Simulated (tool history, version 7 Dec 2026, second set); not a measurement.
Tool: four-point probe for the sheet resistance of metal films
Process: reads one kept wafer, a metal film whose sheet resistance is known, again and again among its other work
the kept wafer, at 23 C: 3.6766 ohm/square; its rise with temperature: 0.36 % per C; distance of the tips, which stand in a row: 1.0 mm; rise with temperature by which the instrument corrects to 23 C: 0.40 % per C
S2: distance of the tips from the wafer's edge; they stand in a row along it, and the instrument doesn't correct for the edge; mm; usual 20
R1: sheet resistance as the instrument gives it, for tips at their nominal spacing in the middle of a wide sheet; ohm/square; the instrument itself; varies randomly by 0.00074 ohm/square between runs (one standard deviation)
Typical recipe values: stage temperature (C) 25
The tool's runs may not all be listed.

{"run": 1, "hour": 0.0, "stage temperature (C)": 25, "S2": 20, "R1": 3.678751}
{"run": 2, "hour": 31.6, "stage temperature (C)": 25, "S2": 20, "R1": 3.678162}
{"run": 3, "hour": 54.2, "stage temperature (C)": 25, "S2": 20, "R1": 3.679665}
{"run": 4, "hour": 74.7, "stage temperature (C)": 25, "S2": 20, "R1": 3.67869}
{"run": 5, "hour": 100.1, "stage temperature (C)": 25, "S2": 20, "R1": 3.681799}
{"run": 6, "hour": 125.5, "stage temperature (C)": 25, "S2": 20, "R1": 3.680653}
{"run": 7, "hour": 154.1, "stage temperature (C)": 25, "S2": 8, "R1": 3.706361}
{"run": 8, "hour": 179.8, "stage temperature (C)": 25, "S2": 8, "R1": 3.706933}
{"run": 9, "hour": 206.3, "stage temperature (C)": 25, "S2": 8, "R1": 3.706919}
{"run": 10, "hour": 228.7, "stage temperature (C)": 25, "S2": 20, "R1": 3.682475}
{"run": 11, "hour": 256.8, "stage temperature (C)": 25, "S2": 20, "R1": 3.681789}
{"run": 12, "hour": 278.4, "stage temperature (C)": 25, "S2": 20, "R1": 3.681103}
{"run": 13, "hour": 304.1, "stage temperature (C)": 25, "S2": 6, "R1": 3.731309}
{"run": 14, "hour": 326.5, "stage temperature (C)": 25, "S2": 6, "R1": 3.732124}
{"run": 15, "hour": 359.4, "stage temperature (C)": 24, "S2": 20, "R1": 3.685709}
{"run": 16, "hour": 378.8, "stage temperature (C)": 25, "S2": 17, "R1": 3.685963}
{"run": 17, "hour": 405.1, "stage temperature (C)": 25, "S2": 17, "R1": 3.68577}
{"run": 18, "hour": 430.8, "stage temperature (C)": 25, "S2": 20, "R1": 3.683485}
{"run": 19, "hour": 464.4, "stage temperature (C)": 25, "S2": 20, "R1": 3.685959}
{"run": 20, "hour": 480.3, "stage temperature (C)": 25, "S2": 20, "R1": 3.684845}
{"run": 21, "hour": 507.1, "stage temperature (C)": 25, "S2": 20, "R1": 3.684139}
{"run": 22, "hour": 529.4, "stage temperature (C)": 18, "S2": 20, "R1": 3.700156}
{"run": 23, "hour": 563.0, "stage temperature (C)": 24, "S2": 20, "R1": 3.687823}
{"run": 24, "hour": 598.7, "stage temperature (C)": 24, "S2": 20, "R1": 3.688447}
{"run": 25, "hour": 615.9, "stage temperature (C)": 19, "S2": 31, "R1": 3.695512}
{"run": 26, "hour": 636.0, "stage temperature (C)": 20, "S2": 5, "R1": 3.768383}
{"run": 27, "hour": 651.2, "stage temperature (C)": 23, "S2": 45, "R1": 3.686581}
{"run": 28, "hour": 671.9, "stage temperature (C)": 31, "S2": 9, "R1": 3.698095}
{"run": 29, "hour": 693.7, "stage temperature (C)": 31, "S2": 7, "R1": 3.712697}
{"run": 30, "hour": 708.8, "stage temperature (C)": 29, "S2": 8, "R1": 3.70899}
{"run": 31, "hour": 738.2, "stage temperature (C)": 35, "S2": 26, "R1": 3.670168}
{"run": 32, "hour": 757.6, "stage temperature (C)": 35, "S2": 26, "R1": 3.670826}
{"run": 33, "hour": 782.4, "stage temperature (C)": 25, "S2": 20, "R1": 3.690291}
{"run": 34, "hour": 799.1, "stage temperature (C)": 34, "S2": 10, "R1": 3.688915}
{"run": 35, "hour": 826.1, "stage temperature (C)": 25, "S2": 70, "R1": 3.686539}
{"run": 36, "hour": 857.3, "stage temperature (C)": 29, "S2": 32, "R1": 3.6809}
{"run": 37, "hour": 883.4, "stage temperature (C)": 25, "S2": 4, "R1": 3.806454}
{"run": 38, "hour": 907.8, "stage temperature (C)": 31, "S2": 53, "R1": 3.676057}
{"run": 39, "hour": 943.2, "stage temperature (C)": 30, "S2": 8, "R1": 3.708295}
{"run": 40, "hour": 972.1, "stage temperature (C)": 26, "S2": 16, "R1": 3.692394}
{"run": 41, "hour": 990.3, "stage temperature (C)": 28, "S2": 12, "R1": 3.694208}
{"run": 42, "hour": 1009.6, "stage temperature (C)": 26, "S2": 4, "R1": 3.806056}
{"run": 43, "hour": 1031.7, "stage temperature (C)": 26, "S2": 4, "R1": 3.806086}
{"run": 44, "hour": 1046.4, "stage temperature (C)": 19, "S2": 20, "R1": 3.705291}
{"run": 45, "hour": 1068.1, "stage temperature (C)": 29, "S2": 17, "R1": 3.68929}
{"run": 46, "hour": 1089.6, "stage temperature (C)": 24, "S2": 22, "R1": 3.694047}

Predict each of these 3 candidate next runs independently; none follows another, all start after run 46:
{"run": "A", "hour": 1117.3, "stage temperature (C)": 25, "S2": 9, "R1": "?"}
{"run": "B", "hour": 1117.3, "stage temperature (C)": 18, "S2": 25, "R1": "?"}
{"run": "C", "hour": 1117.3, "stage temperature (C)": 33, "S2": 25, "R1": "?"}

run=A R1=3.713276
run=B R1=3.704493
run=C R1=3.678596
Had the tool no hidden state, the same runs would have come out as:
run=A R1=3.697101
run=B R1=3.688142
run=C R1=3.662795
